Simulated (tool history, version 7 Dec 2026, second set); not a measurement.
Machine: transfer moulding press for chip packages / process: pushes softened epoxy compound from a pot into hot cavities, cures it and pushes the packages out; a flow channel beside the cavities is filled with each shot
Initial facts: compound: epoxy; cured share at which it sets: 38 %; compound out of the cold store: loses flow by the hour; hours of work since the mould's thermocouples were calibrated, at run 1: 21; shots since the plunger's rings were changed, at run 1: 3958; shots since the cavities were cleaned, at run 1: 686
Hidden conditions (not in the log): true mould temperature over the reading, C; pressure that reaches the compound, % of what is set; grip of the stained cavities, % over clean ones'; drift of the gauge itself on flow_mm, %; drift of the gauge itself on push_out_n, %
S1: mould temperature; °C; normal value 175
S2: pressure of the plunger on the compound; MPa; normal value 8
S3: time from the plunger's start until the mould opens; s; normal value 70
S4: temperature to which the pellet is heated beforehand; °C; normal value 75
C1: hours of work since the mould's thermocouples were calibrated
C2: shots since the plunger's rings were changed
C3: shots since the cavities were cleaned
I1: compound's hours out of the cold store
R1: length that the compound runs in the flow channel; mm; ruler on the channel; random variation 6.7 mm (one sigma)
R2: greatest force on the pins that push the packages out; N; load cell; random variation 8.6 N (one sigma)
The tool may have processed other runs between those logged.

{"run": 1, "hour": 0.0, "S1": 175, "S2": 8, "S3": 70, "S4": 75, "C1": 21, "C2": 3958, "C3": 686, "I1": 18.1, "R1": 769, "R2": 623}
{"hour": 5.9, "done": "cavities cleaned with cleaning compound and waxed"}
{"run": 2, "hour": 15.6, "S1": 175, "S2": 8, "S3": 64, "S4": 75, "C1": 27, "C2": 4097, "C3": 95, "I1": 30.1, "R1": 731, "R2": 884}
{"run": 3, "hour": 31.3, "S1": 175, "S2": 8, "S3": 64, "S4": 75, "C1": 33, "C2": 4250, "C3": 248, "I1": 26, "R1": 743, "R2": 930}
{"run": 4, "hour": 40.0, "S1": 175, "S2": 8, "S3": 64, "S4": 75, "C1": 37, "C2": 4335, "C3": 333, "I1": 16.9, "R1": 779, "R2": 922}
{"run": 5, "hour": 52.6, "S1": 175, "S2": 8, "S3": 64, "S4": 75, "C1": 42, "C2": 4458, "C3": 456, "I1": 29.4, "R1": 736, "R2": 933}
{"run": 6, "hour": 71.2, "S1": 175, "S2": 8, "S3": 64, "S4": 75, "C1": 50, "C2": 4640, "C3": 638, "I1": 42.6, "R1": 700, "R2": 891}
{"hour": 73.6, "done": "cavities cleaned with cleaning compound and waxed, once more"}
{"hour": 81.6, "done": "plunger's sealing rings changed"}
{"run": 7, "hour": 94.1, "S1": 175, "S2": 8, "S3": 64, "S4": 75, "C1": 57, "C2": 122, "C3": 176, "I1": 12, "R1": 873, "R2": 662}
{"run": 8, "hour": 104.1, "S1": 175, "S2": 8, "S3": 68, "S4": 75, "C1": 62, "C2": 220, "C3": 274, "I1": 24, "R1": 821, "R2": 582}
{"run": 9, "hour": 122.6, "S1": 175, "S2": 9.59, "S3": 70, "S4": 75, "C1": 69, "C2": 401, "C3": 455, "I1": 31.6, "R1": 884, "R2": 575}
{"run": 10, "hour": 139.7, "S1": 175, "S2": 9.59, "S3": 70, "S4": 75, "C1": 76, "C2": 568, "C3": 622, "I1": 13.6, "R1": 941, "R2": 669}
{"run": 11, "hour": 148.1, "S1": 175, "S2": 9.59, "S3": 70, "S4": 75, "C1": 80, "C2": 650, "C3": 704, "I1": 34.4, "R1": 858, "R2": 642}
{"hour": 151.9, "done": "cavities cleaned with cleaning compound and waxed"}
{"run": 12, "hour": 158.2, "S1": 180, "S2": 8, "S3": 70, "S4": 75, "C1": 83, "C2": 734, "C3": 61, "I1": 36.8, "R1": 766, "R2": 324}
{"run": 13, "hour": 173.5, "S1": 180, "S2": 8, "S3": 70, "S4": 75, "C1": 89, "C2": 884, "C3": 211, "I1": 29.8, "R1": 782, "R2": 389}
{"run": 14, "hour": 189.2, "S1": 175, "S2": 8, "S3": 70, "S4": 75, "C1": 96, "C2": 1037, "C3": 364, "I1": 42.7, "R1": 743, "R2": 537}
{"run": 15, "hour": 206.1, "S1": 175, "S2": 8, "S3": 70, "S4": 75, "C1": 103, "C2": 1203, "C3": 530, "I1": 8.1, "R1": 852, "R2": 636}
{"run": 16, "hour": 223.1, "S1": 175, "S2": 6.99, "S3": 70, "S4": 77, "C1": 110, "C2": 1369, "C3": 696, "I1": 28.8, "R1": 726, "R2": 625}
{"hour": 227.8, "done": "cavities cleaned with cleaning compound and waxed"}
{"run": 17, "hour": 241.1, "S1": 175, "S2": 6.99, "S3": 70, "S4": 77, "C1": 116, "C2": 1530, "C3": 130, "I1": 10.6, "R1": 786, "R2": 474}
{"run": 18, "hour": 255.5, "S1": 176, "S2": 9.71, "S3": 89, "S4": 75, "C1": 122, "C2": 1672, "C3": 272, "I1": 9.9, "R1": 935, "R2": 352}
{"run": 19, "hour": 267.3, "S1": 176, "S2": 9.71, "S3": 89, "S4": 75, "C1": 127, "C2": 1787, "C3": 387, "I1": 29.1, "R1": 848, "R2": 387}
{"run": 20, "hour": 278.2, "S1": 176, "S2": 9.71, "S3": 89, "S4": 75, "C1": 132, "C2": 1893, "C3": 493, "I1": 45.7, "R1": 784, "R2": 390}
{"run": 21, "hour": 294.3, "S1": 175, "S2": 8.68, "S3": 70, "S4": 83, "C1": 138, "C2": 2051, "C3": 651, "I1": 39.8, "R1": 770, "R2": 597}
{"hour": 304.7, "done": "cavities cleaned with cleaning compound and waxed"}
{"run": 22, "hour": 306.9, "S1": 172, "S2": 8, "S3": 71, "S4": 75, "C1": 143, "C2": 2159, "C3": 22, "I1": 25.9, "R1": 786, "R2": 499}
{"run": 23, "hour": 319.3, "S1": 179, "S2": 6.12, "S3": 54, "S4": 75, "C1": 148, "C2": 2281, "C3": 144, "I1": 42.3, "R1": 634, "R2": 721}
{"run": 24, "hour": 329.4, "S1": 182, "S2": 8, "S3": 70, "S4": 77, "C1": 152, "C2": 2379, "C3": 242, "I1": 21.2, "R1": 773, "R2": 373}
{"run": 25, "hour": 346.2, "S1": 177, "S2": 8.38, "S3": 74, "S4": 76, "C1": 159, "C2": 2543, "C3": 406, "I1": 36.2, "R1": 755, "R2": 459}
{"run": 26, "hour": 362.1, "S1": 177, "S2": 8.38, "S3": 74, "S4": 76, "C1": 165, "C2": 2699, "C3": 562, "I1": 19.3, "R1": 797, "R2": 479}
{"run": 27, "hour": 371.8, "S1": 177, "S2": 8.38, "S3": 74, "S4": 76, "C1": 169, "C2": 2793, "C3": 656, "I1": 32.9, "R1": 768, "R2": 502}
{"hour": 381.2, "done": "cavities cleaned with cleaning compound and waxed"}
{"run": 28, "hour": 383.5, "S1": 177, "S2": 8.38, "S3": 78, "S4": 69, "C1": 173, "C2": 2894, "C3": 23, "I1": 37, "R1": 753, "R2": 297}
{"run": 29, "hour": 398.3, "S1": 169, "S2": 8.38, "S3": 78, "S4": 82, "C1": 179, "C2": 3038, "C3": 167, "I1": 34.5, "R1": 767, "R2": 525}

4 ways to go on from here, each from the tool as it stands after run 29. What would each give?
{"run": "A", "hour": 410.8, "S1": 173, "S2": 8.38, "S3": 78, "S4": 82, "C1": 185, "C2": 3161, "C3": 290, "I1": 16.5, "R1": "?", "R2": "?"}
{"run": "B", "hour": 410.8, "S1": 180, "S2": 8, "S3": 70, "S4": 75, "C1": 185, "C2": 3161, "C3": 290, "I1": 9.5, "R1": "?", "R2": "?"}
{"run": "C", "hour": 410.8, "S1": 175, "S2": 8, "S3": 70, "S4": 70, "C1": 185, "C2": 3161, "C3": 290, "I1": 25.1, "R1": "?", "R2": "?"}
{"run": "D", "hour": 410.8, "S1": 175, "S2": 6.12, "S3": 53, "S4": 65, "C1": 185, "C2": 3161, "C3": 290, "I1": 30.4, "R1": "?", "R2": "?"}

run=A R1=816 R2=448
run=B R1=808 R2=431
run=C R1=767 R2=558
run=D R1=654 R2=1151
With no hidden state in the tool, these same runs would have given:
run=A R1=867 R2=332
run=B R1=860 R2=320
run=C R1=816 R2=414
run=D R1=696 R2=852

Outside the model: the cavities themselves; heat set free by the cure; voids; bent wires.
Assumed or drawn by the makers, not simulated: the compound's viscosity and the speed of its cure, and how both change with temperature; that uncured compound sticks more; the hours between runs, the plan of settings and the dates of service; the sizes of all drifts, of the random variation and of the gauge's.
